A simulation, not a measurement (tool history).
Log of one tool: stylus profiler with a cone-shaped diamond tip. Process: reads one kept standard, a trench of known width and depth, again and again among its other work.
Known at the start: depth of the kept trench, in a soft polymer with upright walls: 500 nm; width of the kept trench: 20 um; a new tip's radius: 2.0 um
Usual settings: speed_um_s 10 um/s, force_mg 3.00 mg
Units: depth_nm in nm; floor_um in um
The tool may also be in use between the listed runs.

| run | hour | speed_um_s | force_mg | depth_nm | floor_um |
|---|---|---|---|---|---|
| 1 | 0.0 | 10 | 3.00 | 509.33 | 17.02 |
| 2 | 38.2 | 9 | 3.00 | 509.28 | 17.13 |
| 3 | 68.9 | 10 | 2.82 | 509.19 | 17.09 |
| 4 | 113.6 | 10 | 2.82 | 509.19 | 17.02 |
| 5 | 140.9 | 10 | 2.82 | 509.33 | 16.98 |
| 6 | 185.8 | 10 | 8.51 | 517.58 | 17.04 |
| 7 | 232.7 | 10 | 8.51 | 517.21 | 17.07 |
| 8 | 289.0 | 10 | 8.51 | 517.59 | 17.00 |
| 9 | 337.9 | 10 | 8.51 | 517.52 | 17.01 |
| 10 | 394.4 | 10 | 3.00 | 509.99 | 17.01 |
| 11 | 433.6 | 10 | 3.00 | 509.87 | 16.96 |
| 12 | 484.4 | 10 | 3.00 | 509.99 | 16.93 |
| 13 | 523.7 | 10 | 1.83 | 507.84 | 16.96 |
| 14 | 558.0 | 10 | 1.83 | 507.76 | 16.95 |
| 15 | 602.3 | 10 | 3.00 | 510.13 | 16.94 |
| 16 | 635.3 | 10 | 3.00 | 510.13 | 16.96 |
| 17 | 664.3 | 10 | 3.00 | 510.21 | 16.88 |
| 18 | 707.8 | 10 | 2.30 | 508.98 | 16.94 |
| 19 | 731.7 | 10 | 2.58 | 509.25 | 16.92 |
| 20 | 762.4 | 10 | 2.58 | 509.39 | 16.92 |
| 21 | 810.5 | 10 | 2.58 | 509.49 | 16.91 |
| 22 | 845.9 | 5 | 3.00 | 510.44 | 16.92 |
| 23 | 876.7 | 5 | 3.00 | 510.38 | 16.84 |
| 24 | 921.6 | 29 | 1.90 | 508.40 | 16.83 |
| 25 | 946.1 | 2 | 1.20 | 507.08 | 16.91 |
| 26 | 992.9 | 3 | 4.51 | 512.84 | 16.89 |
| 27 | 1018.5 | 3 | 4.51 | 513.27 | 16.86 |
| 28 | 1057.0 | 10 | 1.17 | 507.13 | 16.81 |

Forecast run 29:
| 29 | 1105.2 | 5 | 2.65 | ? | ? |

{"run 29": {"depth_nm": 510.11, "floor_um": 16.87}}
Without the tool's hidden state the same run would have given depth_nm 507.16 nm, floor_um 17.35 um.
